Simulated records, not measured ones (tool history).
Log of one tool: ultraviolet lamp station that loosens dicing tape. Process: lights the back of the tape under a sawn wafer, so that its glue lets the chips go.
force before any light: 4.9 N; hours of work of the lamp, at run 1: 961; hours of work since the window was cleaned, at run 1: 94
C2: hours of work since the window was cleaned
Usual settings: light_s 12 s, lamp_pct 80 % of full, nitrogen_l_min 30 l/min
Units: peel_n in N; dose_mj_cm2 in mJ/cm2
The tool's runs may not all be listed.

{"run": 1, "hour": 0.0, "light_s": 12, "lamp_pct": 80, "nitrogen_l_min": 30, "hours of work of the lamp": 961, "C2": 94, "peel_n": 0.32, "dose_mj_cm2": 215}
{"run": 2, "hour": 27.8, "light_s": 12, "lamp_pct": 80, "nitrogen_l_min": 30, "hours of work of the lamp": 980, "C2": 113, "peel_n": 0.315, "dose_mj_cm2": 207}
{"run": 3, "hour": 47.4, "light_s": 12, "lamp_pct": 66, "nitrogen_l_min": 30, "hours of work of the lamp": 994, "C2": 126, "peel_n": 0.476, "dose_mj_cm2": 178}
{"run": 4, "hour": 77.7, "light_s": 12, "lamp_pct": 63, "nitrogen_l_min": 30, "hours of work of the lamp": 1014, "C2": 147, "peel_n": 0.539, "dose_mj_cm2": 163}
{"run": 5, "hour": 108.2, "light_s": 12, "lamp_pct": 63, "nitrogen_l_min": 30, "hours of work of the lamp": 1035, "C2": 168, "peel_n": 0.576, "dose_mj_cm2": 160}
{"run": 6, "hour": 122.7, "light_s": 12, "lamp_pct": 63, "nitrogen_l_min": 30, "hours of work of the lamp": 1045, "C2": 178, "peel_n": 0.575, "dose_mj_cm2": 157}
{"run": 7, "hour": 151.2, "light_s": 12, "lamp_pct": 63, "nitrogen_l_min": 30, "hours of work of the lamp": 1065, "C2": 197, "peel_n": 0.604, "dose_mj_cm2": 157}
{"run": 8, "hour": 166.0, "light_s": 12, "lamp_pct": 63, "nitrogen_l_min": 30, "hours of work of the lamp": 1075, "C2": 208, "peel_n": 0.595, "dose_mj_cm2": 151}
{"run": 9, "hour": 186.1, "light_s": 12, "lamp_pct": 60, "nitrogen_l_min": 30, "hours of work of the lamp": 1089, "C2": 221, "peel_n": 0.671, "dose_mj_cm2": 143}
{"run": 10, "hour": 202.1, "light_s": 12, "lamp_pct": 60, "nitrogen_l_min": 30, "hours of work of the lamp": 1100, "C2": 232, "peel_n": 0.714, "dose_mj_cm2": 142}
{"run": 11, "hour": 218.5, "light_s": 12, "lamp_pct": 60, "nitrogen_l_min": 30, "hours of work of the lamp": 1111, "C2": 243, "peel_n": 0.687, "dose_mj_cm2": 144}
{"run": 12, "hour": 234.8, "light_s": 12, "lamp_pct": 80, "nitrogen_l_min": 30, "hours of work of the lamp": 1122, "C2": 255, "peel_n": 0.401, "dose_mj_cm2": 189}
{"hour": 251.8, "done": "window cleaned of glue's vapour"}
{"run": 13, "hour": 269.7, "light_s": 12, "lamp_pct": 80, "nitrogen_l_min": 30, "hours of work of the lamp": 1146, "C2": 12, "peel_n": 0.331, "dose_mj_cm2": 213}
{"run": 14, "hour": 289.6, "light_s": 12, "lamp_pct": 80, "nitrogen_l_min": 49, "hours of work of the lamp": 1159, "C2": 26, "peel_n": 0.303, "dose_mj_cm2": 208}
{"run": 15, "hour": 323.5, "light_s": 12, "lamp_pct": 80, "nitrogen_l_min": 49, "hours of work of the lamp": 1182, "C2": 49, "peel_n": 0.314, "dose_mj_cm2": 206}
{"run": 16, "hour": 344.2, "light_s": 12, "lamp_pct": 80, "nitrogen_l_min": 13, "hours of work of the lamp": 1196, "C2": 63, "peel_n": 0.52, "dose_mj_cm2": 199}
{"run": 17, "hour": 362.7, "light_s": 12, "lamp_pct": 80, "nitrogen_l_min": 13, "hours of work of the lamp": 1209, "C2": 76, "peel_n": 0.558, "dose_mj_cm2": 197}
{"run": 18, "hour": 389.0, "light_s": 12, "lamp_pct": 80, "nitrogen_l_min": 30, "hours of work of the lamp": 1227, "C2": 94, "peel_n": 0.386, "dose_mj_cm2": 197}
{"run": 19, "hour": 403.0, "light_s": 12, "lamp_pct": 80, "nitrogen_l_min": 21, "hours of work of the lamp": 1237, "C2": 103, "peel_n": 0.457, "dose_mj_cm2": 194}
{"run": 20, "hour": 420.1, "light_s": 12, "lamp_pct": 80, "nitrogen_l_min": 21, "hours of work of the lamp": 1248, "C2": 115, "peel_n": 0.46, "dose_mj_cm2": 188}
{"run": 21, "hour": 439.8, "light_s": 12, "lamp_pct": 80, "nitrogen_l_min": 21, "hours of work of the lamp": 1262, "C2": 129, "peel_n": 0.477, "dose_mj_cm2": 188}
{"run": 22, "hour": 461.4, "light_s": 12, "lamp_pct": 80, "nitrogen_l_min": 21, "hours of work of the lamp": 1277, "C2": 143, "peel_n": 0.484, "dose_mj_cm2": 186}
{"run": 23, "hour": 481.7, "light_s": 12, "lamp_pct": 80, "nitrogen_l_min": 21, "hours of work of the lamp": 1291, "C2": 157, "peel_n": 0.499, "dose_mj_cm2": 185}
{"run": 24, "hour": 512.9, "light_s": 18, "lamp_pct": 72, "nitrogen_l_min": 11, "hours of work of the lamp": 1312, "C2": 179, "peel_n": 0.392, "dose_mj_cm2": 246}
{"run": 25, "hour": 542.4, "light_s": 18, "lamp_pct": 72, "nitrogen_l_min": 11, "hours of work of the lamp": 1332, "C2": 199, "peel_n": 0.398, "dose_mj_cm2": 244}
{"run": 26, "hour": 557.6, "light_s": 18, "lamp_pct": 72, "nitrogen_l_min": 11, "hours of work of the lamp": 1342, "C2": 209, "peel_n": 0.396, "dose_mj_cm2": 240}
{"run": 27, "hour": 587.3, "light_s": 12, "lamp_pct": 73, "nitrogen_l_min": 41, "hours of work of the lamp": 1363, "C2": 230, "peel_n": 0.518, "dose_mj_cm2": 161}
{"run": 28, "hour": 611.6, "light_s": 17, "lamp_pct": 72, "nitrogen_l_min": 34, "hours of work of the lamp": 1379, "C2": 246, "peel_n": 0.287, "dose_mj_cm2": 222}
{"run": 29, "hour": 637.5, "light_s": 17, "lamp_pct": 72, "nitrogen_l_min": 34, "hours of work of the lamp": 1397, "C2": 264, "peel_n": 0.293, "dose_mj_cm2": 213}
{"hour": 640.7, "done": "window cleaned of glue's vapour"}
{"run": 30, "hour": 659.7, "light_s": 6, "lamp_pct": 63, "nitrogen_l_min": 11, "hours of work of the lamp": 1412, "C2": 13, "peel_n": 2.085, "dose_mj_cm2": 73}
{"run": 31, "hour": 692.2, "light_s": 16, "lamp_pct": 63, "nitrogen_l_min": 26, "hours of work of the lamp": 1434, "C2": 35, "peel_n": 0.407, "dose_mj_cm2": 197}
{"run": 32, "hour": 720.3, "light_s": 16, "lamp_pct": 63, "nitrogen_l_min": 26, "hours of work of the lamp": 1454, "C2": 55, "peel_n": 0.426, "dose_mj_cm2": 192}
{"run": 33, "hour": 750.4, "light_s": 18, "lamp_pct": 73, "nitrogen_l_min": 32, "hours of work of the lamp": 1474, "C2": 75, "peel_n": 0.248, "dose_mj_cm2": 240}
{"run": 34, "hour": 771.8, "light_s": 14, "lamp_pct": 73, "nitrogen_l_min": 32, "hours of work of the lamp": 1489, "C2": 90, "peel_n": 0.398, "dose_mj_cm2": 189}
{"run": 35, "hour": 806.3, "light_s": 9, "lamp_pct": 85, "nitrogen_l_min": 16, "hours of work of the lamp": 1512, "C2": 113, "peel_n": 0.925, "dose_mj_cm2": 135}
{"run": 36, "hour": 831.6, "light_s": 23, "lamp_pct": 60, "nitrogen_l_min": 16, "hours of work of the lamp": 1530, "C2": 131, "peel_n": 0.306, "dose_mj_cm2": 248}
{"run": 37, "hour": 855.8, "light_s": 23, "lamp_pct": 60, "nitrogen_l_min": 10, "hours of work of the lamp": 1546, "C2": 147, "peel_n": 0.431, "dose_mj_cm2": 243}
{"run": 38, "hour": 877.4, "light_s": 7, "lamp_pct": 66, "nitrogen_l_min": 23, "hours of work of the lamp": 1561, "C2": 162, "peel_n": 1.673, "dose_mj_cm2": 78}
{"run": 39, "hour": 904.9, "light_s": 14, "lamp_pct": 98, "nitrogen_l_min": 12, "hours of work of the lamp": 1580, "C2": 181, "peel_n": 0.42, "dose_mj_cm2": 229}
{"run": 40, "hour": 923.1, "light_s": 8, "lamp_pct": 61, "nitrogen_l_min": 12, "hours of work of the lamp": 1592, "C2": 193, "peel_n": 1.919, "dose_mj_cm2": 82}
{"run": 41, "hour": 941.3, "light_s": 7, "lamp_pct": 80, "nitrogen_l_min": 29, "hours of work of the lamp": 1605, "C2": 206, "peel_n": 1.376, "dose_mj_cm2": 96}
{"run": 42, "hour": 955.9, "light_s": 12, "lamp_pct": 80, "nitrogen_l_min": 57, "hours of work of the lamp": 1615, "C2": 216, "peel_n": 0.478, "dose_mj_cm2": 156}
{"run": 43, "hour": 983.4, "light_s": 15, "lamp_pct": 80, "nitrogen_l_min": 56, "hours of work of the lamp": 1634, "C2": 235, "peel_n": 0.315, "dose_mj_cm2": 194}
{"run": 44, "hour": 1011.8, "light_s": 14, "lamp_pct": 82, "nitrogen_l_min": 37, "hours of work of the lamp": 1653, "C2": 254, "peel_n": 0.412, "dose_mj_cm2": 179}

Hidden state at the last listed run before each entry between runs and at the first one after, where it differs:
Between runs 12 and 13: window cleaned of glue's vapour (hour 251.8)
  lamp's light, % of a new lamp's: 70.7 -> 70; light that the window lets through, % of a clean one's: 87.4 -> 98.9
  measured less the result without the state, peel_n: +0.237 -> +0.16 N; dose_mj_cm2: -116 -> -94 mJ/cm2
Between runs 29 and 30: window cleaned of glue's vapour (hour 640.7)
  lamp's light, % of a new lamp's: 63.4 -> 62.9; light that the window lets through, % of a clean one's: 87.3 -> 99.1
  measured less the result without the state, peel_n: +0.169 -> +0.804 N; dose_mj_cm2: -173 -> -44 mJ/cm2
